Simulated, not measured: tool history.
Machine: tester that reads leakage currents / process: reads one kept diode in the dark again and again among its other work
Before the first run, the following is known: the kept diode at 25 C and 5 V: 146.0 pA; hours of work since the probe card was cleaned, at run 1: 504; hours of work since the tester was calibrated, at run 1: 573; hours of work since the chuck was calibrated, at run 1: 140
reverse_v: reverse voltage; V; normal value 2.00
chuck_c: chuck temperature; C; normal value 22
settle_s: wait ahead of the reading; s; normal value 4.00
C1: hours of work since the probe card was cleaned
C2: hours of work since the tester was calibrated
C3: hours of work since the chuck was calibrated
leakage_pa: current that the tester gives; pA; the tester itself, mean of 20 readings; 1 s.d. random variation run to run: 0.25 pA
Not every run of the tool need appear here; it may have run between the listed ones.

{"run": 1, "hour": 0.0, "reverse_v": 2.0, "chuck_c": 22, "settle_s": 4.0, "C1": 504, "C2": 573, "C3": 140, "leakage_pa": 81.41}
{"run": 2, "hour": 46.8, "reverse_v": 2.0, "chuck_c": 22, "settle_s": 4.0, "C1": 530, "C2": 598, "C3": 166, "leakage_pa": 81.94}
{"run": 3, "hour": 107.6, "reverse_v": 2.0, "chuck_c": 22, "settle_s": 4.0, "C1": 563, "C2": 632, "C3": 199, "leakage_pa": 81.92}
{"run": 4, "hour": 136.5, "reverse_v": 2.0, "chuck_c": 22, "settle_s": 4.0, "C1": 579, "C2": 647, "C3": 215, "leakage_pa": 81.79}
{"run": 5, "hour": 198.2, "reverse_v": 2.0, "chuck_c": 24, "settle_s": 4.0, "C1": 612, "C2": 681, "C3": 249, "leakage_pa": 97.59}
{"run": 6, "hour": 233.6, "reverse_v": 2.0, "chuck_c": 22, "settle_s": 4.0, "C1": 632, "C2": 700, "C3": 268, "leakage_pa": 82.36}
{"run": 7, "hour": 277.2, "reverse_v": 2.0, "chuck_c": 22, "settle_s": 4.0, "C1": 655, "C2": 724, "C3": 292, "leakage_pa": 82.08}
{"run": 8, "hour": 321.2, "reverse_v": 2.0, "chuck_c": 22, "settle_s": 4.0, "C1": 680, "C2": 748, "C3": 316, "leakage_pa": 82.62}
{"hour": 330.4, "done": "probe card cleaned and baked"}
{"run": 9, "hour": 357.3, "reverse_v": 2.0, "chuck_c": 22, "settle_s": 4.0, "C1": 15, "C2": 766, "C3": 334, "leakage_pa": 84.12}
{"run": 10, "hour": 401.8, "reverse_v": 2.0, "chuck_c": 22, "settle_s": 4.0, "C1": 39, "C2": 791, "C3": 358, "leakage_pa": 84.11}
{"run": 11, "hour": 434.9, "reverse_v": 2.0, "chuck_c": 22, "settle_s": 4.0, "C1": 57, "C2": 809, "C3": 376, "leakage_pa": 84.09}
{"run": 12, "hour": 471.8, "reverse_v": 2.0, "chuck_c": 22, "settle_s": 4.0, "C1": 77, "C2": 829, "C3": 396, "leakage_pa": 83.95}
{"run": 13, "hour": 539.3, "reverse_v": 2.0, "chuck_c": 47, "settle_s": 4.0, "C1": 114, "C2": 866, "C3": 433, "leakage_pa": 605.96}
{"run": 14, "hour": 587.2, "reverse_v": 5.81, "chuck_c": 22, "settle_s": 7.8, "C1": 140, "C2": 892, "C3": 459, "leakage_pa": 130.41}
{"run": 15, "hour": 629.0, "reverse_v": 5.81, "chuck_c": 22, "settle_s": 7.8, "C1": 163, "C2": 915, "C3": 482, "leakage_pa": 131.35}

Forecast run 16:
{"hour": 687.3, "done": "probe card cleaned and baked, once more"}
{"run": 16, "hour": 687.3, "reverse_v": 5.81, "chuck_c": 31, "settle_s": 0.92, "C1": 0, "C2": 945, "C3": 512, "leakage_pa": "?"}

leakage_pa: 257.62 pA
The same run, on a tool lacking any hidden state, would have yielded leakage_pa 255.06 pA.
